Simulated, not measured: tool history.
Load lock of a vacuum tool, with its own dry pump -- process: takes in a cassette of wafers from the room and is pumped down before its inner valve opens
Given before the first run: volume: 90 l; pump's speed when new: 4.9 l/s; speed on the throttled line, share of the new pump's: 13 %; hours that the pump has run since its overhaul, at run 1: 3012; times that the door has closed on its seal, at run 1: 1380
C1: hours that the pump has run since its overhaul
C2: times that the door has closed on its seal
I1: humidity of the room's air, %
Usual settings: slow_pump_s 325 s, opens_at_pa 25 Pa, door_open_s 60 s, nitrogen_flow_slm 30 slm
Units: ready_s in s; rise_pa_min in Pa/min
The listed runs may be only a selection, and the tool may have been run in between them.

Run 1, hour 0: usual settings; C1 3012; C2 1380; I1 44.7. Result: ready_s 439.2 s, rise_pa_min 0.028 Pa/min.
Run 2, hour 284: usual settings; C1 3296; C2 2521; I1 46.2. Result: ready_s 447.2 s, rise_pa_min 0.028 Pa/min.
Run 3, hour 598.6: usual settings but slow_pump_s 213 s; C1 3610; C2 3786; I1 45.1. Result: ready_s 353 s, rise_pa_min 0.025 Pa/min.
Run 4, hour 842.5: usual settings but slow_pump_s 213 s, door_open_s 26 s; C1 3854; C2 4767; I1 41.3. Result: ready_s 349.3 s, rise_pa_min 0.018 Pa/min.
Run 5, hour 1083: usual settings but slow_pump_s 516 s, door_open_s 26 s; C1 4095; C2 5734; I1 40.4. Result: ready_s 612.8 s, rise_pa_min 0.015 Pa/min.
Run 6, hour 1343.3: usual settings but slow_pump_s 516 s, door_open_s 26 s; C1 4355; C2 6780; I1 45.1. Result: ready_s 610.6 s, rise_pa_min 0.026 Pa/min.
Run 7, hour 1550.3: usual settings but slow_pump_s 516 s, door_open_s 26 s; C1 4562; C2 7612; I1 47.3. Result: ready_s 607.2 s, rise_pa_min 0.021 Pa/min.
Run 8, hour 1725.2: usual settings but slow_pump_s 516 s, door_open_s 26 s; C1 4737; C2 8316; I1 47.5. Result: ready_s 608.1 s, rise_pa_min 0.022 Pa/min.
Run 9, hour 2012: usual settings but slow_pump_s 476 s, door_open_s 26 s; C1 5024; C2 9469; I1 45.2. Result: ready_s 578.5 s, rise_pa_min 0.021 Pa/min.
Run 10, hour 2153.4: usual settings but slow_pump_s 476 s, door_open_s 26 s, nitrogen_flow_slm 42 slm; C1 5165; C2 10037; I1 48.3. Result: ready_s 584.3 s, rise_pa_min 0.023 Pa/min.
Run 11, hour 2374.4: usual settings but door_open_s 108 s; C1 5386; C2 10926; I1 44.7. Result: ready_s 455.2 s, rise_pa_min 0.054 Pa/min.
Run 12, hour 2685.3: usual settings but door_open_s 49 s; C1 5697; C2 12175; I1 46.4. Result: ready_s 449.5 s, rise_pa_min 0.037 Pa/min.
Run 13, hour 2849.6: usual settings; C1 5861; C2 12836; I1 46.4. Result: ready_s 452.1 s, rise_pa_min 0.044 Pa/min.
Run 14, hour 3096.5: usual settings but slow_pump_s 219 s; C1 6108; C2 13829; I1 42.1. Result: ready_s 360 s, rise_pa_min 0.047 Pa/min.
Run 15, hour 3287.6: usual settings but slow_pump_s 219 s, door_open_s 50 s, nitrogen_flow_slm 8 slm; C1 6300; C2 14597; I1 46.2. Result: ready_s 363.5 s, rise_pa_min 0.058 Pa/min.

Run 16 is up next; what results do you expect?
Run 16, hour 3627.1: usual settings but slow_pump_s 308 s, opens_at_pa 23 Pa, door_open_s 50 s, nitrogen_flow_slm 8 slm; C1 6639; C2 15962; I1 44.8. Result: ready_s ?, rise_pa_min ?.

Logged for run 16: ready_s 445 s, rise_pa_min 0.066 Pa/min.
The same run, on a tool lacking any hidden state, would have yielded ready_s 425.5 s, rise_pa_min 0.044 Pa/min.
